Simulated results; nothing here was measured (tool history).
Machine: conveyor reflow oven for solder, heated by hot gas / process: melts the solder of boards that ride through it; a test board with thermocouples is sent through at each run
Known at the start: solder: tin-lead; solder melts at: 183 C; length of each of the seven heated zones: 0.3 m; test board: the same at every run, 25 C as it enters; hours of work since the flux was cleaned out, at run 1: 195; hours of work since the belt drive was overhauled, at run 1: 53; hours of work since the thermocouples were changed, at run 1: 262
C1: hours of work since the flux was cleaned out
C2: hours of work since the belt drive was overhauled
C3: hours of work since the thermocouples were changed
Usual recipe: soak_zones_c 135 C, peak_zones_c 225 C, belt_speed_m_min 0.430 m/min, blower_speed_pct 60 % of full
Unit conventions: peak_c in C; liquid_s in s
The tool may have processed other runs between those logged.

Run 1, hour 0.0: usual settings; C1 195; C2 53; C3 262. Result: peak_c 201.6 C, liquid_s 41.3 s.
Run 2, hour 19.7: usual settings but soak_zones_c 148 C; C1 207; C2 65; C3 273. Result: peak_c 204.8 C, liquid_s 51.7 s.
Run 3, hour 34.5: usual settings but soak_zones_c 148 C; C1 215; C2 74; C3 282. Result: peak_c 204.9 C, liquid_s 51.7 s.
Run 4, hour 49.2: usual settings; C1 224; C2 82; C3 291. Result: peak_c 201.4 C, liquid_s 41.4 s.
Run 5, hour 75.6: usual settings but blower_speed_pct 66 % of full; C1 239; C2 98; C3 306. Result: peak_c 203.4 C, liquid_s 45.3 s.
Run 6, hour 108.7: usual settings but blower_speed_pct 52 % of full; C1 259; C2 117; C3 325. Result: peak_c 197.9 C, liquid_s 35.6 s.
Run 7, hour 141.9: usual settings but blower_speed_pct 52 % of full; C1 278; C2 136; C3 345. Result: peak_c 198.0 C, liquid_s 35.5 s.
Run 8, hour 163.1: usual settings but blower_speed_pct 52 % of full; C1 290; C2 149; C3 357. Result: peak_c 197.8 C, liquid_s 35.6 s.
Run 9, hour 183.2: usual settings but blower_speed_pct 52 % of full; C1 302; C2 160; C3 369. Result: peak_c 197.9 C, liquid_s 35.3 s.
Run 10, hour 199.1: usual settings but blower_speed_pct 52 % of full; C1 311; C2 170; C3 378. Result: peak_c 197.8 C, liquid_s 35.4 s.
Run 11, hour 223.3: usual settings but blower_speed_pct 52 % of full; C1 325; C2 184; C3 392. Result: peak_c 198.0 C, liquid_s 35.0 s.
Run 12, hour 243.6: usual settings but blower_speed_pct 52 % of full; C1 337; C2 196; C3 404. Result: peak_c 198.1 C, liquid_s 35.4 s.
Run 13, hour 266.3: usual settings but blower_speed_pct 52 % of full; C1 350; C2 209; C3 417. Result: peak_c 197.9 C, liquid_s 35.2 s.
Run 14, hour 281.3: usual settings but soak_zones_c 130 C; C1 359; C2 218; C3 426. Result: peak_c 200.2 C, liquid_s 38.1 s.
Run 15, hour 299.1: usual settings; C1 370; C2 228; C3 436. Result: peak_c 201.3 C, liquid_s 41.6 s.
Run 16, hour 322.2: usual settings; C1 383; C2 241; C3 450. Result: peak_c 201.4 C, liquid_s 41.7 s.
Run 17, hour 342.7: usual settings but belt_speed_m_min 0.445 m/min, blower_speed_pct 53 % of full; C1 395; C2 253; C3 462. Result: peak_c 197.1 C, liquid_s 32.2 s.
Run 18, hour 378.9: usual settings but belt_speed_m_min 0.445 m/min, blower_speed_pct 53 % of full; C1 416; C2 275; C3 483. Result: peak_c 197.1 C, liquid_s 32.6 s.
Run 19, hour 402.8: usual settings but peak_zones_c 229 C, belt_speed_m_min 0.445 m/min, blower_speed_pct 53 % of full; C1 430; C2 288; C3 497. Result: peak_c 199.9 C, liquid_s 37.0 s.
Run 20, hour 424.6: usual settings but peak_zones_c 226 C, belt_speed_m_min 0.356 m/min, blower_speed_pct 53 % of full; C1 443; C2 301; C3 510. Result: peak_c 206.2 C, liquid_s 59.5 s.
Run 21, hour 442.9: usual settings but peak_zones_c 226 C, belt_speed_m_min 0.356 m/min, blower_speed_pct 53 % of full; C1 453; C2 312; C3 520. Result: peak_c 206.3 C, liquid_s 60.2 s.
At hour 479.0: flux residue cleaned out of gas plates and filters.
Run 22, hour 479.0: usual settings but soak_zones_c 128 C, peak_zones_c 226 C, belt_speed_m_min 0.356 m/min, blower_speed_pct 58 % of full; C1 0; C2 330; C3 538. Result: peak_c 206.6 C, liquid_s 58.0 s.
Run 23, hour 503.8: usual settings but soak_zones_c 128 C, peak_zones_c 226 C, belt_speed_m_min 0.356 m/min, blower_speed_pct 58 % of full; C1 14; C2 344; C3 553. Result: peak_c 206.7 C, liquid_s 57.5 s.
Run 24, hour 537.1: usual settings but soak_zones_c 128 C, peak_zones_c 226 C, belt_speed_m_min 0.356 m/min, blower_speed_pct 58 % of full; C1 34; C2 364; C3 572. Result: peak_c 206.5 C, liquid_s 58.3 s.
Run 25, hour 552.5: usual settings but soak_zones_c 120 C, belt_speed_m_min 0.399 m/min; C1 43; C2 373; C3 581. Result: peak_c 200.8 C, liquid_s 39.6 s.
Run 26, hour 574.0: usual settings but soak_zones_c 129 C, peak_zones_c 223 C, belt_speed_m_min 0.487 m/min, blower_speed_pct 85 % of full; C1 55; C2 385; C3 594. Result: peak_c 202.0 C, liquid_s 37.1 s.
Run 27, hour 610.0: usual settings but soak_zones_c 122 C, peak_zones_c 215 C, belt_speed_m_min 0.501 m/min, blower_speed_pct 64 % of full; C1 76; C2 406; C3 615. Result: peak_c 185.8 C, liquid_s 6.7 s.
Run 28, hour 629.5: usual settings but soak_zones_c 124 C, peak_zones_c 238 C, belt_speed_m_min 0.467 m/min, blower_speed_pct 76 % of full; C1 88; C2 418; C3 626. Result: peak_c 211.8 C, liquid_s 47.3 s.
Run 29, hour 662.3: usual settings but soak_zones_c 147 C; C1 107; C2 437; C3 645. Result: peak_c 204.3 C, liquid_s 50.6 s.
Run 30, hour 686.2: usual settings but soak_zones_c 146 C, peak_zones_c 229 C, belt_speed_m_min 0.440 m/min, blower_speed_pct 59 % of full; C1 121; C2 451; C3 659. Result: peak_c 206.2 C, liquid_s 50.9 s.
Run 31, hour 720.5: usual settings but soak_zones_c 140 C, peak_zones_c 237 C; C1 141; C2 471; C3 679. Result: peak_c 212.2 C, liquid_s 56.6 s.

Each row is a separate what-if for the run after 31, all from the same tool condition, not one after another. Results?
Run A, hour 747.9: usual settings but soak_zones_c 140 C, peak_zones_c 237 C, belt_speed_m_min 0.422 m/min; C1 157; C2 487; C3 695. Result: peak_c ?, liquid_s ?.
Run B, hour 747.9: usual settings but belt_speed_m_min 0.371 m/min; C1 157; C2 487; C3 695. Result: peak_c ?, liquid_s ?.
Run C, hour 747.9: usual settings but soak_zones_c 140 C, peak_zones_c 235 C; C1 157; C2 487; C3 695. Result: peak_c ?, liquid_s ?.

run  peak_c  liquid_s
  A   212.8      58.5
  B   206.6      57.8
  C   210.3      55.0
Stripped of hidden state, with their random variation kept, the same runs would have yielded:
run  peak_c  liquid_s
  A   212.8      58.4
  B   206.6      57.8
  C   210.3      55.0
